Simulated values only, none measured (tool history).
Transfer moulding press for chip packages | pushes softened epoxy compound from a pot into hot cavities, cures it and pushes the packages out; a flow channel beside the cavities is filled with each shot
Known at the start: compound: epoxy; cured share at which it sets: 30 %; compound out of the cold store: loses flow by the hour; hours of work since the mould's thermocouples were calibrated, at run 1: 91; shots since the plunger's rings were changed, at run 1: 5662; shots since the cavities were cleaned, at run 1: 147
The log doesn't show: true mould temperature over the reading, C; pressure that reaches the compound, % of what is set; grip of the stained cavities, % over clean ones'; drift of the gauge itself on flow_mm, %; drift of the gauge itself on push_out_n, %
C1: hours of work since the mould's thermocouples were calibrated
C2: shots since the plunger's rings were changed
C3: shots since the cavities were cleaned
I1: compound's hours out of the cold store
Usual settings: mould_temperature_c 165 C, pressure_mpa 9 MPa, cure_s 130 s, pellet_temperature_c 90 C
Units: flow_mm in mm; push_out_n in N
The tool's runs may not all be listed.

Run 1, day 0: usual settings; C1 91; C2 5662; C3 147; I1 23.5. Result: flow_mm 626 mm, push_out_n 472 N.
Run 2, day 0.442: usual settings; C1 98; C2 5765; C3 250; I1 43. Result: flow_mm 584 mm, push_out_n 511 N.
Run 3, day 0.954: usual settings but pressure_mpa 10.72 MPa; C1 106; C2 5883; C3 368; I1 10.2. Result: flow_mm 723 mm, push_out_n 560 N.
Run 4, day 1.433: usual settings but pressure_mpa 10.72 MPa; C1 114; C2 5996; C3 481; I1 41.3. Result: flow_mm 640 mm, push_out_n 564 N.
Run 5, day 2.362: usual settings but pressure_mpa 10.72 MPa, cure_s 120 s; C1 130; C2 6212; C3 697; I1 19.4. Result: flow_mm 694 mm, push_out_n 724 N.
At day 2.654: plunger's sealing rings changed.
At day 2.85: cavities cleaned with cleaning compound and waxed.
Run 6, day 3.029: usual settings but pressure_mpa 10.72 MPa, cure_s 120 s; C1 138; C2 74; C3 42; I1 36.5. Result: flow_mm 683 mm, push_out_n 797 N.
Run 7, day 3.854: usual settings but pellet_temperature_c 95 C; C1 151; C2 265; C3 233; I1 26.7. Result: flow_mm 650 mm, push_out_n 708 N.
Run 8, day 4.688: usual settings but pellet_temperature_c 95 C; C1 165; C2 460; C3 428; I1 26.4. Result: flow_mm 648 mm, push_out_n 762 N.
Run 9, day 5.729: usual settings but pellet_temperature_c 94 C; C1 182; C2 702; C3 670; I1 44.3. Result: flow_mm 608 mm, push_out_n 775 N.
At day 6.096: cavities cleaned with cleaning compound and waxed, once more.
Run 10, day 6.842: usual settings; C1 199; C2 947; C3 174; I1 38.5. Result: flow_mm 620 mm, push_out_n 467 N.
Run 11, day 7.304: usual settings; C1 207; C2 1055; C3 282; I1 35.8. Result: flow_mm 622 mm, push_out_n 530 N.
Run 12, day 7.904: usual settings; C1 217; C2 1194; C3 421; I1 16.1. Result: flow_mm 673 mm, push_out_n 576 N.
Run 13, day 8.642: usual settings; C1 229; C2 1366; C3 593; I1 43.6. Result: flow_mm 600 mm, push_out_n 629 N.
At day 9.429: cavities cleaned with cleaning compound and waxed.
Run 14, day 9.762: usual settings; C1 246; C2 1613; C3 78; I1 12.2. Result: flow_mm 682 mm, push_out_n 453 N.
Run 15, day 10.35: usual settings but cure_s 117 s; C1 256; C2 1749; C3 214; I1 16.3. Result: flow_mm 661 mm, push_out_n 597 N.
Run 16, day 10.925: usual settings but mould_temperature_c 170 C, pressure_mpa 10.98 MPa, cure_s 117 s, pellet_temperature_c 100 C; C1 265; C2 1883; C3 348; I1 46.1. Result: flow_mm 650 mm, push_out_n 518 N.
Run 17, day 11.825: usual settings but mould_temperature_c 173 C; C1 280; C2 2093; C3 558; I1 28.8. Result: flow_mm 619 mm, push_out_n 517 N.
Run 18, day 12.533: usual settings but mould_temperature_c 173 C; C1 292; C2 2258; C3 723; I1 8.3. Result: flow_mm 665 mm, push_out_n 570 N.
At day 12.767: cavities cleaned with cleaning compound and waxed.
Run 19, day 13.167: usual settings but mould_temperature_c 171 C, cure_s 153 s, pellet_temperature_c 91 C; C1 301; C2 2391; C3 93; I1 18. Result: flow_mm 650 mm, push_out_n 391 N.

Forecast run 20:
Run 20, day 13.767: usual settings but mould_temperature_c 159 C, pressure_mpa 7.36 MPa, cure_s 166 s, pellet_temperature_c 83 C; C1 311; C2 2530; C3 232; I1 38. Result: flow_mm ?, push_out_n ?.

{"run 20": {"flow_mm": 560, "push_out_n": 503}}
Without the tool's hidden state the same run would have given flow_mm 570 mm, push_out_n 377 N.
